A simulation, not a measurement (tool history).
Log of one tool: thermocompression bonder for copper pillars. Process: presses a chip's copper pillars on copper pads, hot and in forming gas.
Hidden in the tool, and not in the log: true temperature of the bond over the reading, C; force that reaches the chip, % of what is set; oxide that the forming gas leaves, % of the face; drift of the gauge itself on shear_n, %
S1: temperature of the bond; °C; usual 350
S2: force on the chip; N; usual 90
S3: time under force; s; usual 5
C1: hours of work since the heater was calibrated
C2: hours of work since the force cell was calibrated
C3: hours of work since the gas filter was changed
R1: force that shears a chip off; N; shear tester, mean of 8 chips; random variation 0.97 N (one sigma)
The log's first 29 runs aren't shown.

Run 30, hour 832.5: usual settings but S1 325 °C, S2 104 N, S3 12 s; C1 230; C2 1007; C3 212. Result: R1 89.2 N.
Run 31, hour 861.9: usual settings but S1 328 °C, S2 116 N, S3 4 s; C1 247; C2 1024; C3 229. Result: R1 70.1 N.
Run 32, hour 883.1: usual settings but S1 328 °C, S2 116 N, S3 4 s; C1 260; C2 1036; C3 241. Result: R1 68.9 N.
Run 33, hour 912.7: usual settings but S1 349 °C, S2 116 N; C1 277; C2 1054; C3 258. Result: R1 86.5 N.
At hour 932.4: forming gas filter changed.
Run 34, hour 938.2: usual settings but S1 349 °C, S2 116 N; C1 291; C2 1068; C3 3. Result: R1 90.9 N.
Run 35, hour 968.9: usual settings but S1 349 °C, S2 116 N; C1 309; C2 1086; C3 21. Result: R1 90.8 N.
Run 36, hour 1005.1: usual settings but S1 349 °C, S2 116 N; C1 330; C2 1107; C3 42. Result: R1 90.8 N.
Run 37, hour 1037.0: usual settings but S1 349 °C, S2 116 N, S3 10 s; C1 349; C2 1125; C3 61. Result: R1 104.1 N.
Run 38, hour 1055.9: usual settings but S1 349 °C, S2 61 N, S3 4 s; C1 360; C2 1136; C3 72. Result: R1 63.0 N.

Run 39 comes next. What will it give?
Run 39, hour 1092.6: usual settings but S1 349 °C, S2 61 N, S3 4 s; C1 381; C2 1158; C3 93. Result: R1 ?.

R1: 64.6 N
Without the tool's hidden state the same run would have given R1 66.1 N.
